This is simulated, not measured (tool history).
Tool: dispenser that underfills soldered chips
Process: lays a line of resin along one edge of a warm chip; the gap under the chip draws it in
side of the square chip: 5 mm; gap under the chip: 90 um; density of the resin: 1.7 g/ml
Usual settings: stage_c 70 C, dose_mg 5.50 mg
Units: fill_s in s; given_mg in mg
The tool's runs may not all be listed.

{"run": 1, "hour": 0.0, "stage_c": 70, "dose_mg": 5.5, "fill_s": 50.0, "given_mg": 5.15}
{"hour": 1.4, "done": "new syringe of resin"}
{"run": 2, "hour": 4.7, "stage_c": 70, "dose_mg": 5.5, "fill_s": 31.0, "given_mg": 5.14}
{"run": 3, "hour": 7.0, "stage_c": 70, "dose_mg": 5.5, "fill_s": 35.2, "given_mg": 5.11}
{"run": 4, "hour": 10.3, "stage_c": 70, "dose_mg": 5.5, "fill_s": 44.2, "given_mg": 5.09}
{"hour": 13.3, "done": "new syringe of resin"}
{"hour": 14.3, "done": "dispensing valve cleaned and set on the balance"}
{"run": 5, "hour": 15.1, "stage_c": 70, "dose_mg": 5.5, "fill_s": 25.9, "given_mg": 5.52}
{"run": 6, "hour": 19.6, "stage_c": 70, "dose_mg": 5.5, "fill_s": 35.1, "given_mg": 5.48}
{"run": 7, "hour": 21.8, "stage_c": 84, "dose_mg": 5.52, "fill_s": 24.9, "given_mg": 5.5}
{"hour": 25.9, "done": "new syringe of resin"}
{"run": 8, "hour": 26.6, "stage_c": 84, "dose_mg": 5.52, "fill_s": 16.2, "given_mg": 5.45}
{"run": 9, "hour": 31.3, "stage_c": 56, "dose_mg": 6.46, "fill_s": 63.0, "given_mg": 6.41}
{"run": 10, "hour": 34.3, "stage_c": 72, "dose_mg": 5.19, "fill_s": 41.4, "given_mg": 5.12}
{"hour": 37.8, "done": "new syringe of resin"}
{"run": 11, "hour": 38.0, "stage_c": 82, "dose_mg": 6.14, "fill_s": 16.1, "given_mg": 6.03}

Measured less the same run without the tool's hidden state. The same run-to-run variation is in both; the gauge's scatter may not be:
The hidden state here: resin's viscosity, % of fresh resin's; dose that the valve gives, % of what is set; true chip temperature over the reading, C; drift of the gauge itself on fill_s, %; drift of the gauge itself on given_mg, %.
run=1 fill_s=+25.9 given_mg=-0.36
run=2 fill_s=+6.9 given_mg=-0.37
run=3 fill_s=+11.9 given_mg=-0.38
run=4 fill_s=+20.6 given_mg=-0.39
run=5 fill_s=+2.6 given_mg=+0.00
run=6 fill_s=+11.6 given_mg=-0.02
run=7 fill_s=+10.2 given_mg=-0.02
run=8 fill_s=+1.5 given_mg=-0.04
run=9 fill_s=+21.4 given_mg=-0.07
run=10 fill_s=+18.9 given_mg=-0.07
run=11 fill_s=+1.1 given_mg=-0.09
